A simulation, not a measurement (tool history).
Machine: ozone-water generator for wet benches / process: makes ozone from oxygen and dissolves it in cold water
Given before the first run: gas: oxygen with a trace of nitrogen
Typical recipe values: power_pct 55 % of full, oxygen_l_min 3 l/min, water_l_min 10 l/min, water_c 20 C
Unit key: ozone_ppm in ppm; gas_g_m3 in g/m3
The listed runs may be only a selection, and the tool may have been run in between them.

run 1 hour=0 | power_pct=55 oxygen_l_min=3 water_l_min=10 water_c=20 | ozone_ppm=21.5 gas_g_m3=213
run 2 hour=35.9 | power_pct=55 oxygen_l_min=2.26 water_l_min=10 water_c=20 | ozone_ppm=21.9 gas_g_m3=252.4
run 3 hour=94.7 | power_pct=55 oxygen_l_min=2.26 water_l_min=10 water_c=20 | ozone_ppm=22.1 gas_g_m3=252
run 4 hour=159.7 | power_pct=55 oxygen_l_min=2.26 water_l_min=10 water_c=20 | ozone_ppm=21.9 gas_g_m3=252.4
run 5 hour=211.8 | power_pct=55 oxygen_l_min=2.26 water_l_min=10 water_c=20 | ozone_ppm=22 gas_g_m3=249.4
run 6 hour=271.2 | power_pct=55 oxygen_l_min=2.26 water_l_min=10 water_c=20 | ozone_ppm=21.6 gas_g_m3=250.7
run 7 hour=309.2 | power_pct=55 oxygen_l_min=2.26 water_l_min=10 water_c=20 | ozone_ppm=21.8 gas_g_m3=249.5
run 8 hour=363.5 | power_pct=96 oxygen_l_min=3 water_l_min=10 water_c=20 | ozone_ppm=31.5 gas_g_m3=307.7
run 9 hour=414.8 | power_pct=55 oxygen_l_min=3 water_l_min=10 water_c=20 | ozone_ppm=21.6 gas_g_m3=212.3
run 10 hour=477.6 | power_pct=55 oxygen_l_min=3 water_l_min=10 water_c=20 | ozone_ppm=21.1 gas_g_m3=211.4
run 11 hour=514.2 | power_pct=55 oxygen_l_min=3 water_l_min=10 water_c=20 | ozone_ppm=21.5 gas_g_m3=209.7
run 12 hour=567.4 | power_pct=55 oxygen_l_min=3 water_l_min=10 water_c=20 | ozone_ppm=21.3 gas_g_m3=210.2
run 13 hour=624.2 | power_pct=55 oxygen_l_min=3 water_l_min=10 water_c=20 | ozone_ppm=21.1 gas_g_m3=208.8
run 14 hour=674.1 | power_pct=55 oxygen_l_min=3 water_l_min=10 water_c=20 | ozone_ppm=21.1 gas_g_m3=208.2
run 15 hour=720.4 | power_pct=55 oxygen_l_min=3 water_l_min=10 water_c=15 | ozone_ppm=22.8 gas_g_m3=210.6
run 16 hour=756.6 | power_pct=55 oxygen_l_min=3 water_l_min=9 water_c=20 | ozone_ppm=22.6 gas_g_m3=209.9
run 17 hour=798.2 | power_pct=55 oxygen_l_min=3 water_l_min=9 water_c=20 | ozone_ppm=22.8 gas_g_m3=208.8
run 18 hour=849.2 | power_pct=55 oxygen_l_min=3 water_l_min=9 water_c=20 | ozone_ppm=22.4 gas_g_m3=209.9
run 19 hour=901.3 | power_pct=55 oxygen_l_min=3 water_l_min=8 water_c=20 | ozone_ppm=24.2 gas_g_m3=209.9
run 20 hour=957.3 | power_pct=55 oxygen_l_min=3 water_l_min=8 water_c=20 | ozone_ppm=24.2 gas_g_m3=210.4
run 21 hour=991.3 | power_pct=83 oxygen_l_min=2.1 water_l_min=8 water_c=23 | ozone_ppm=31.9 gas_g_m3=344.7
run 22 hour=1041.2 | power_pct=83 oxygen_l_min=2.1 water_l_min=8 water_c=23 | ozone_ppm=32 gas_g_m3=345.6
run 23 hour=1072.1 | power_pct=97 oxygen_l_min=3.13 water_l_min=11 water_c=26 | ozone_ppm=26.1 gas_g_m3=300.2
run 24 hour=1113.6 | power_pct=55 oxygen_l_min=1.63 water_l_min=10 water_c=18 | ozone_ppm=21.8 gas_g_m3=307
run 25 hour=1149.8 | power_pct=89 oxygen_l_min=2.48 water_l_min=16 water_c=20 | ozone_ppm=20.6 gas_g_m3=325.1
run 26 hour=1187.1 | power_pct=93 oxygen_l_min=1.83 water_l_min=10 water_c=20 | ozone_ppm=30.9 gas_g_m3=405.2
run 27 hour=1247.5 | power_pct=93 oxygen_l_min=4.26 water_l_min=11 water_c=20 | ozone_ppm=26.2 gas_g_m3=238.4
run 28 hour=1290.6 | power_pct=93 oxygen_l_min=4.26 water_l_min=11 water_c=20 | ozone_ppm=26.8 gas_g_m3=239.4
run 29 hour=1350.6 | power_pct=63 oxygen_l_min=4.26 water_l_min=11 water_c=20 | ozone_ppm=20.2 gas_g_m3=184.2
run 30 hour=1400.7 | power_pct=55 oxygen_l_min=3 water_l_min=10 water_c=21 | ozone_ppm=20.5 gas_g_m3=207.8
run 31 hour=1443 | power_pct=55 oxygen_l_min=3 water_l_min=10 water_c=21 | ozone_ppm=21 gas_g_m3=209.9
run 32 hour=1482 | power_pct=55 oxygen_l_min=3.6 water_l_min=12 water_c=20 | ozone_ppm=18.2 gas_g_m3=184.2

3 ways to go on from here, each from the tool as it stands after run 32. What would each give?
run A hour=1531.7 | power_pct=49 oxygen_l_min=3.6 water_l_min=7 water_c=12 | ozone_ppm=? gas_g_m3=?
run B hour=1531.7 | power_pct=91 oxygen_l_min=3 water_l_min=9 water_c=20 | ozone_ppm=? gas_g_m3=?
run C hour=1531.7 | power_pct=95 oxygen_l_min=3 water_l_min=10 water_c=20 | ozone_ppm=? gas_g_m3=?

run=A ozone_ppm=27 gas_g_m3=172.8
run=B ozone_ppm=31 gas_g_m3=290.5
run=C ozone_ppm=30.5 gas_g_m3=299.3
What these runs would have given with no unlogged condition in the tool:
run=A ozone_ppm=28.7 gas_g_m3=178.4
run=B ozone_ppm=33.7 gas_g_m3=305.3
run=C ozone_ppm=33.1 gas_g_m3=314.9
